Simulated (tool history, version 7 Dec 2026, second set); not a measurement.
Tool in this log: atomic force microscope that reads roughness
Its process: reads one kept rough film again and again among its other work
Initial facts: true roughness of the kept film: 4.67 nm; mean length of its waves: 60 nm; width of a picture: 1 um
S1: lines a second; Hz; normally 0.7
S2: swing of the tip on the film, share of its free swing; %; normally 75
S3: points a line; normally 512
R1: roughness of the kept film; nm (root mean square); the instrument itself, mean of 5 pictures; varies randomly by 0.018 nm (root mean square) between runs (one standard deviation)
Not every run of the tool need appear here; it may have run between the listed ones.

run 1 day=0 | S1=0.7 S2=75 S3=512 | R1=4.279
run 2 day=0.342 | S1=0.7 S2=75 S3=512 | R1=4.176
run 3 day=0.583 | S1=0.7 S2=75 S3=277 | R1=4.107
run 4 day=0.821 | S1=0.7 S2=75 S3=512 | R1=4.084
run 5 day=1.217 | S1=0.7 S2=75 S3=512 | R1=4.031
-- day=1.267 new tip fitted
run 6 day=1.471 | S1=0.7 S2=75 S3=512 | R1=4.275
run 7 day=1.658 | S1=0.7 S2=74 S3=512 | R1=4.241
run 8 day=2.071 | S1=0.7 S2=75 S3=512 | R1=4.111
run 9 day=2.446 | S1=0.7 S2=75 S3=512 | R1=4.018
-- day=2.738 new tip fitted
run 10 day=2.762 | S1=0.7 S2=65 S3=512 | R1=4.377
run 11 day=3.046 | S1=1.891 S2=75 S3=512 | R1=3.91
run 12 day=3.375 | S1=1.891 S2=75 S3=512 | R1=3.858
run 13 day=3.567 | S1=0.7 S2=75 S3=855 | R1=4.14
run 14 day=3.979 | S1=0.7 S2=75 S3=326 | R1=3.996
-- day=4.171 new tip fitted
run 15 day=4.229 | S1=0.7 S2=75 S3=512 | R1=4.279
run 16 day=4.471 | S1=0.7 S2=85 S3=512 | R1=4.069
run 17 day=4.883 | S1=0.7 S2=85 S3=512 | R1=3.99
-- day=4.962 height scale calibrated on a step standard
run 18 day=5.204 | S1=0.7 S2=85 S3=512 | R1=3.939
run 19 day=5.596 | S1=2.649 S2=75 S3=512 | R1=3.499
-- day=5.642 new tip fitted
run 20 day=6.038 | S1=2.649 S2=75 S3=512 | R1=3.7
run 21 day=6.317 | S1=2.649 S2=75 S3=512 | R1=3.668
run 22 day=6.633 | S1=2.372 S2=84 S3=849 | R1=3.347
run 23 day=7.046 | S1=2.372 S2=84 S3=849 | R1=3.292
-- day=7.1 new tip fitted
-- day=7.312 height scale calibrated on a step standard, once more
run 24 day=7.379 | S1=0.739 S2=67 S3=506 | R1=4.334
run 25 day=7.779 | S1=0.739 S2=71 S3=329 | R1=4.198
run 26 day=8.021 | S1=0.905 S2=69 S3=446 | R1=4.147
run 27 day=8.412 | S1=2.8 S2=75 S3=359 | R1=3.501
-- day=8.571 new tip fitted
run 28 day=8.854 | S1=0.7 S2=75 S3=321 | R1=4.235
run 29 day=9.183 | S1=0.7 S2=75 S3=321 | R1=4.133
run 30 day=9.558 | S1=0.7 S2=77 S3=318 | R1=4.055
run 31 day=9.929 | S1=0.7 S2=79 S3=383 | R1=3.961
-- day=10.017 new tip fitted
run 32 day=10.162 | S1=0.585 S2=79 S3=327 | R1=4.261
run 33 day=10.55 | S1=0.585 S2=79 S3=327 | R1=4.149
run 34 day=10.808 | S1=0.585 S2=79 S3=327 | R1=4.135
run 35 day=11.212 | S1=0.7 S2=75 S3=363 | R1=4.034
-- day=11.446 new tip fitted
run 36 day=11.504 | S1=1.341 S2=75 S3=714 | R1=4.119
run 37 day=11.9 | S1=1.371 S2=73 S3=700 | R1=4.053
run 38 day=12.162 | S1=3.304 S2=80 S3=335 | R1=3.309
run 39 day=12.433 | S1=3.304 S2=80 S3=335 | R1=3.273

What if the next run were any one of these 5? Each begins from the tool's condition after run 39:
run A day=12.846 | S1=0.768 S2=80 S3=335 | R1=?
run B day=12.846 | S1=0.7 S2=59 S3=649 | R1=?
run C day=12.846 | S1=1.169 S2=61 S3=402 | R1=?
run D day=12.846 | S1=3.366 S2=80 S3=335 | R1=?
run E day=12.846 | S1=0.7 S2=56 S3=400 | R1=?

run=A R1=3.89
run=B R1=4.074
run=C R1=4.014
run=D R1=3.183
run=E R1=4.095
The same runs, with their run-to-run variation unchanged, on a tool lacking any hidden condition would have given:
run=A R1=4.222
run=B R1=4.422
run=C R1=4.357
run=D R1=3.454
run=E R1=4.445
